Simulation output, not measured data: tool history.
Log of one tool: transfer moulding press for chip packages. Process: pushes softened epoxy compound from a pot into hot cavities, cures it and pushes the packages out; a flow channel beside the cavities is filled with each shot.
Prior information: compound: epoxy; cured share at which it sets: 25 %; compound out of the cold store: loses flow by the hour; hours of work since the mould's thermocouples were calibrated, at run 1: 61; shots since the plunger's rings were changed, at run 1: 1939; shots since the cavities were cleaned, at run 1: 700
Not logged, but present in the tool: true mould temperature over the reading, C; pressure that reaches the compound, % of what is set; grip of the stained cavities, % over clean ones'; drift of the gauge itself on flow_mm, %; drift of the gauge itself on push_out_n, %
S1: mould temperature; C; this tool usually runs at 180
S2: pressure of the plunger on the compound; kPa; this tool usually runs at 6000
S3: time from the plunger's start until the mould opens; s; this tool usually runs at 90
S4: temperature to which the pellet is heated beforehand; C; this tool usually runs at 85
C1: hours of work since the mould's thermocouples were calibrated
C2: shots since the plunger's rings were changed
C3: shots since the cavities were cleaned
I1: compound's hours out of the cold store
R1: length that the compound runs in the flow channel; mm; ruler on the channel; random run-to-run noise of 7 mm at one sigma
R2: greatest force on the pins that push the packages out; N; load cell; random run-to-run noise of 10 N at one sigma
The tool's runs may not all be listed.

run	hour	S1	S2	S3	S4	C1	C2	C3	I1	R1	R2
1	0.0	180	6000	90	85	61	1939	700	30.9	829	756
# hour 15.8: cavities cleaned with cleaning compound and waxed
2	70.4	180	6000	90	85	113	2874	741	19.5	896	785
# hour 85.0: cavities cleaned with cleaning compound and waxed
# hour 154.2: cavities cleaned with cleaning compound and waxed
3	164.6	180	6000	90	85	182	4112	142	45.6	712	574
# hour 217.0: cavities cleaned with cleaning compound and waxed
4	222.8	180	6000	90	85	224	4882	79	17.7	882	548
# hour 281.7: cavities cleaned with cleaning compound and waxed
5	305.0	180	6000	90	85	285	5977	315	40.4	729	650
# hour 345.4: cavities cleaned with cleaning compound and waxed
6	364.4	180	6000	90	85	328	6763	258	33.2	761	616
# hour 390.0: plunger's sealing rings changed
# hour 410.9: cavities cleaned with cleaning compound and waxed
7	416.4	180	6000	90	85	364	338	74	10.9	965	574
# hour 480.8: cavities cleaned with cleaning compound and waxed
8	482.2	180	6000	71	85	412	1210	18	8.9	980	818
# hour 490.9: mould's thermocouples calibrated
# hour 545.6: cavities cleaned with cleaning compound and waxed
9	556.5	180	6000	90	82	48	2172	148	25.7	875	594
# hour 610.8: cavities cleaned with cleaning compound and waxed
10	634.0	180	6000	90	82	105	3204	315	17.3	906	704
# hour 675.0: cavities cleaned with cleaning compound and waxed
11	697.3	180	6000	90	82	151	4043	303	16.3	901	690
# hour 740.0: cavities cleaned with cleaning compound and waxed
12	779.4	180	6000	90	85	212	5138	536	28.7	804	743
# hour 806.7: cavities cleaned with cleaning compound and waxed
13	864.7	180	6000	90	85	275	6274	787	14.7	874	850
# hour 873.7: cavities cleaned with cleaning compound and waxed
# hour 925.1: plunger's sealing rings changed
# hour 941.3: cavities cleaned with cleaning compound and waxed
14	970.2	180	6000	90	85	350	592	392	36.4	808	726
# hour 1005.1: cavities cleaned with cleaning compound and waxed
15	1049.1	180	5100	89	85	408	1643	597	40.7	720	794
# hour 1073.9: mould's thermocouples calibrated, once more
# hour 1075.4: cavities cleaned with cleaning compound and waxed
16	1107.6	180	5100	89	85	24	2390	438	29.1	765	734
# hour 1139.0: cavities cleaned with cleaning compound and waxed
17	1168.3	172	7310	107	78	69	3194	399	33.9	904	744
# hour 1207.6: cavities cleaned with cleaning compound and waxed
18	1263.6	180	6000	70	88	139	4466	760	14.3	900	1307
# hour 1271.4: cavities cleaned with cleaning compound and waxed
# hour 1339.8: cavities cleaned with cleaning compound and waxed
19	1365.6	180	6000	70	88	213	5811	351	26.2	814	1050
# hour 1405.5: cavities cleaned with cleaning compound and waxed
20	1418.8	180	6000	70	88	252	6512	180	37.2	739	919
# hour 1460.7: plunger's sealing rings changed
# hour 1472.4: cavities cleaned with cleaning compound and waxed
21	1489.8	180	7190	90	85	302	374	237	23.3	990	644
# hour 1536.9: cavities cleaned with cleaning compound and waxed
22	1562.9	180	7190	90	85	356	1346	353	20.9	989	663
# hour 1603.9: cavities cleaned with cleaning compound and waxed
23	1659.6	180	7190	90	85	427	2638	756	8.3	1050	837

For run 24, what comes out?
# hour 1668.4: cavities cleaned with cleaning compound and waxed
# hour 1732.2: cavities cleaned with cleaning compound and waxed
24	1758.2	180	5610	70	93	499	3935	351	21.0	?	?

R1: 841 mm
R2: 1086 N
With the hidden condition absent and the run-to-run variation left alone, this run would have shown R1 882 mm, R2 710 N.

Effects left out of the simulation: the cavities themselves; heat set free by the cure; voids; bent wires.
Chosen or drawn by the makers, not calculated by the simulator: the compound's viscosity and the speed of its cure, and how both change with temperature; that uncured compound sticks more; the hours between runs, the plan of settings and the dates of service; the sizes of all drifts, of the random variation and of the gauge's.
